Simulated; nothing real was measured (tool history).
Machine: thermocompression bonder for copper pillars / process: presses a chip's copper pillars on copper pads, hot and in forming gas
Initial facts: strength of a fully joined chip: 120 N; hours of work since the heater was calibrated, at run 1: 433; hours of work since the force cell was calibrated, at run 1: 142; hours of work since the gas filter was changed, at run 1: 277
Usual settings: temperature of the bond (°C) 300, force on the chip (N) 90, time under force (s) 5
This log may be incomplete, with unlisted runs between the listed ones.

run,hour,temperature of the bond (°C),force on the chip (N),time under force (s),hours of work since the heater was calibrated,hours of work since the force cell was calibrated,hours of work since the gas filter was changed,force that shears a chip off (N)
1,0,300,90,5,433,142,277,67.6
2,32,300,90,5,449,159,294,67.8
# hour 48: forming gas filter changed
3,91.3,300,90,5,480,189,22,74
4,144.6,300,90,5,507,217,50,72.1
5,173.6,300,90,5,522,232,65,73.7
6,223.5,327,90,5,548,258,91,93
7,255.6,327,90,5,565,274,107,92.6
8,290.1,327,90,5,583,292,125,91.4
9,342.3,327,90,5,610,319,152,90
10,367.9,327,90,5,623,332,165,87.7
11,415.4,279,90,5,648,357,190,53.9
12,473.5,300,90,5,678,387,220,69.6
13,501.8,300,62,5,692,402,235,51.1
14,551.6,300,79,5,718,427,261,62.9
15,580.7,300,90,13,733,442,276,85.4
# hour 632.8: forming gas filter changed
16,642.4,300,90,8,765,474,5,83.7
17,687.2,300,104,8,788,497,28,91.2
18,734.1,300,104,8,812,522,52,90.4
19,793.5,300,104,8,843,552,83,90.2
20,829.3,300,104,8,861,571,102,88.2
21,877.2,300,100,10,886,596,126,91.3
22,916.4,292,90,8,906,616,147,73.4
23,944.1,292,90,8,921,630,161,76
24,995.5,292,90,8,947,657,188,73.3
25,1020.9,292,90,8,960,670,201,71.9
26,1073.2,273,90,6,988,697,228,52.4
27,1132.6,290,90,6,1018,728,259,65.4
28,1169.6,304,81,5,1037,747,278,66.2
29,1198.6,304,81,5,1052,762,293,64.4
# hour 1217.6: forming gas filter changed
30,1246.4,309,75,11,1077,786,15,88
31,1300.2,321,87,5,1105,814,43,85.5
# hour 1335.1: heater calibrated with a thermocouple chip
32,1351.8,321,87,5,9,840,68,88.1
33,1380.5,310,88,8,24,855,83,92
34,1435.9,328,81,10,52,883,112,99.6
35,1479.6,300,88,3,75,906,134,61.4
36,1530.3,300,88,3,101,932,161,63.2
37,1561.1,300,88,3,117,948,177,62.6
38,1591.5,300,88,3,133,964,192,61.4
39,1622.5,316,90,3,149,980,208,74.3
40,1667.9,316,90,3,172,1003,232,73.3

What if the next run were any one of these 3? Each begins from the tool's condition after run 40:
A,1718.2,316,90,5,198,1029,258,?
B,1718.2,297,90,4,198,1029,258,?
C,1718.2,316,96,3,198,1029,258,?

run,force that shears a chip off (N)
A,83.1
B,64.3
C,75.8
With no hidden state in the tool, these same runs would have given:
run,force that shears a chip off (N)
A,89.1
B,68.7
C,81.2
